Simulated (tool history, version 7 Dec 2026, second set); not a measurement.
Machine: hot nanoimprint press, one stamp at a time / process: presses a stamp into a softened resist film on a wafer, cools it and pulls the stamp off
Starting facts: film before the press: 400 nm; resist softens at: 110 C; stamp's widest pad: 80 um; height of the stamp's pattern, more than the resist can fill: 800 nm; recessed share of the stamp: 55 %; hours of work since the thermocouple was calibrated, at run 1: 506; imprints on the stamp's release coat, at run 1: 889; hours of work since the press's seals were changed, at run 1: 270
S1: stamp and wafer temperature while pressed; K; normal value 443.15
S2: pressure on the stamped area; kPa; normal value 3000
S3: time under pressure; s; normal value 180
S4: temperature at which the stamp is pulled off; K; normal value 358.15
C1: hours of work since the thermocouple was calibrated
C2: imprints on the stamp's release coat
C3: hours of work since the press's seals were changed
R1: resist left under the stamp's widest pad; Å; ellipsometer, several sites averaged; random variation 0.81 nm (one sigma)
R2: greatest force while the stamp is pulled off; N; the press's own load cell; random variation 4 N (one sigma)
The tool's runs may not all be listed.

Run 1, hour 0: usual settings; C1 506; C2 889; C3 270. Result: R1 1860 Å, R2 280 N.
At hour 7.5: plate thermocouple calibrated.
Run 2, hour 15.5: usual settings but S1 444.15 K; C1 6; C2 952; C3 279. Result: R1 1681 Å, R2 263 N.
Run 3, hour 29.6: usual settings but S1 444.15 K, S3 114 s; C1 16; C2 1024; C3 289. Result: R1 1988 Å, R2 266 N.
Run 4, hour 41: usual settings but S1 444.15 K, S3 114 s, S4 353.15 K; C1 25; C2 1082; C3 298. Result: R1 2008 Å, R2 313 N.
Run 5, hour 55.9: usual settings but S2 2590 kPa; C1 35; C2 1158; C3 309. Result: R1 1869 Å, R2 292 N.
Run 6, hour 68.7: usual settings but S4 348.15 K; C1 45; C2 1222; C3 318. Result: R1 1742 Å, R2 371 N.
Run 7, hour 82.5: usual settings; C1 55; C2 1292; C3 328. Result: R1 1745 Å, R2 288 N.
Run 8, hour 89.1: usual settings but S1 455.15 K; C1 60; C2 1326; C3 333. Result: R1 1128 Å, R2 287 N.
Run 9, hour 97.8: usual settings but S1 455.15 K; C1 66; C2 1370; C3 339. Result: R1 1132 Å, R2 307 N.
Run 10, hour 104.6: usual settings but S3 107 s; C1 71; C2 1405; C3 344. Result: R1 2135 Å, R2 304 N.
Run 11, hour 112.1: usual settings but S3 107 s; C1 77; C2 1443; C3 350. Result: R1 2132 Å, R2 299 N.
Run 12, hour 124.4: usual settings but S3 107 s; C1 86; C2 1505; C3 359. Result: R1 2146 Å, R2 311 N.
At hour 133: stamp cleaned and given a new release coat.
Run 13, hour 141.9: usual settings but S3 107 s; C1 94; C2 44; C3 367. Result: R1 2132 Å, R2 194 N.
Run 14, hour 156: usual settings but S3 107 s; C1 104; C2 116; C3 377. Result: R1 2148 Å, R2 205 N.
Run 15, hour 167.1: usual settings but S3 264 s; C1 112; C2 173; C3 385. Result: R1 1508 Å, R2 202 N.
Run 16, hour 179.1: usual settings but S3 264 s; C1 121; C2 233; C3 394. Result: R1 1513 Å, R2 211 N.
Run 17, hour 187: usual settings but S3 264 s; C1 127; C2 273; C3 400. Result: R1 1527 Å, R2 227 N.
Run 18, hour 197.9: usual settings but S2 1970 kPa, S3 94 s; C1 135; C2 329; C3 408. Result: R1 2576 Å, R2 222 N.
Run 19, hour 209.6: usual settings but S2 1970 kPa, S3 94 s, S4 348.15 K; C1 143; C2 388; C3 416. Result: R1 2597 Å, R2 285 N.
Run 20, hour 216: usual settings but S1 448.15 K, S2 3590 kPa, S3 94 s, S4 343.15 K; C1 148; C2 421; C3 421. Result: R1 1778 Å, R2 320 N.
Run 21, hour 229.4: usual settings but S1 448.15 K, S2 3590 kPa, S3 94 s, S4 343.15 K; C1 158; C2 489; C3 431. Result: R1 1770 Å, R2 340 N.
Run 22, hour 235.7: usual settings but S1 448.15 K, S2 3590 kPa, S3 94 s, S4 343.15 K; C1 163; C2 521; C3 436. Result: R1 1783 Å, R2 330 N.
Run 23, hour 247.8: usual settings but S2 2180 kPa, S4 355.15 K; C1 171; C2 582; C3 444. Result: R1 2030 Å, R2 253 N.
Run 24, hour 255.6: usual settings but S1 453.15 K, S2 2960 kPa, S3 162 s, S4 361.15 K; C1 177; C2 622; C3 450. Result: R1 1290 Å, R2 223 N.
Run 25, hour 267: usual settings but S1 442.15 K, S2 2630 kPa, S3 114 s, S4 360.15 K; C1 185; C2 679; C3 458. Result: R1 2305 Å, R2 246 N.
Run 26, hour 274.4: usual settings but S2 3890 kPa, S3 119 s, S4 346.15 K; C1 191; C2 717; C3 464. Result: R1 1896 Å, R2 333 N.
Run 27, hour 285.1: usual settings but S1 448.15 K, S2 1940 kPa, S3 147 s, S4 343.15 K; C1 199; C2 772; C3 472. Result: R1 1941 Å, R2 369 N.
Run 28, hour 299.2: usual settings but S1 448.15 K, S2 1940 kPa, S3 147 s, S4 343.15 K; C1 209; C2 843; C3 482. Result: R1 1929 Å, R2 359 N.
Run 29, hour 312.6: usual settings but S1 432.15 K, S2 4730 kPa, S3 105 s, S4 347.15 K; C1 219; C2 911; C3 492. Result: R1 2689 Å, R2 348 N.

Branching from run 29: 5 alternative next runs. What would each branch give?
Run A, hour 323.8: usual settings but S1 449.15 K, S2 4730 kPa, S3 162 s, S4 362.15 K; C1 227; C2 968; C3 500. Result: R1 ?, R2 ?.
Run B, hour 323.8: usual settings but S1 446.15 K, S2 4730 kPa, S3 105 s; C1 227; C2 968; C3 500. Result: R1 ?, R2 ?.
Run C, hour 323.8: usual settings but S1 432.15 K, S2 4750 kPa, S3 141 s, S4 360.15 K; C1 227; C2 968; C3 500. Result: R1 ?, R2 ?.
Run D, hour 323.8: usual settings but S1 432.15 K, S2 2040 kPa, S3 348 s, S4 347.15 K; C1 227; C2 968; C3 500. Result: R1 ?, R2 ?.
Run E, hour 323.8: usual settings but S2 2410 kPa; C1 227; C2 968; C3 500. Result: R1 ?, R2 ?.

run    R1   R2
  A  1222  252
  B  1638  268
  C  2491  258
  D  2466  346
  E  1962  271
Take away the tool's hidden state, keep each run's random variation, and the runs would have read:
run    R1   R2
  A  1163  182
  B  1563  193
  C  2394  186
  D  2397  250
  E  1899  195
